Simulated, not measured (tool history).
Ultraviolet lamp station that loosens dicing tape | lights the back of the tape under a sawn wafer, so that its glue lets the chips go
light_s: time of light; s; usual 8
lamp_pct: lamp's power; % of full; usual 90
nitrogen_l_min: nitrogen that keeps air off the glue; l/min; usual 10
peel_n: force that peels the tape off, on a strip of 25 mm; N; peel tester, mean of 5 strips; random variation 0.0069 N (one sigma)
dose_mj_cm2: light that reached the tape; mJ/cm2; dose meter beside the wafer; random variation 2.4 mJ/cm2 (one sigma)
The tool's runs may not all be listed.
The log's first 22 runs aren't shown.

run,hour,light_s,lamp_pct,nitrogen_l_min,hours of work of the lamp,hours of work since the window was cleaned,peel_n,dose_mj_cm2
23,1110.9,13,94,5,295,51,0.209,351
24,1172.3,6,90,10,330,86,0.629,151
25,1216.9,8,91,3,356,112,1.007,195
26,1261.8,12,100,6,382,138,0.219,319
27,1317.2,12,100,6,414,169,0.233,298
28,1360.3,6,100,6,439,194,1.027,145
29,1409.7,8,90,12,467,223,0.391,173
# hour 1415.1: window cleaned of glue's vapour
30,1459.9,14,90,8,496,26,0.186,323
31,1528.1,6,71,20,535,65,0.831,106
32,1575.6,13,85,20,562,92,0.192,268
33,1622.6,13,99,20,589,119,0.190,295
34,1686.2,15,68,4,626,156,0.541,227
35,1755.8,15,68,4,666,196,0.642,215
36,1792.7,15,81,19,687,217,0.206,249
# hour 1808.6: window cleaned of glue's vapour
37,1824.9,8,90,7,705,9,0.701,165
38,1874.5,11,90,6,734,38,0.413,221
39,1927.2,8,90,6,764,68,0.960,150
40,1989.6,11,80,5,800,104,0.819,174
41,2021.6,4,90,4,818,122,4.128,69
42,2076.0,4,69,6,850,154,4.769,50

4 ways to go on from here, each from the tool as it stands after run 42. What would each give?
A,2141.0,7,75,5,887,191,?,?
B,2141.0,9,79,18,887,191,?,?
C,2141.0,4,64,9,887,191,?,?
D,2141.0,15,90,6,887,191,?,?

run,peel_n,dose_mj_cm2
A,2.571,94
B,0.607,127
C,4.482,47
D,0.356,240
Without the tool's hidden state the same runs would have given:
run,peel_n,dose_mj_cm2
A,0.721,184
B,0.201,249
C,1.902,90
D,0.194,470
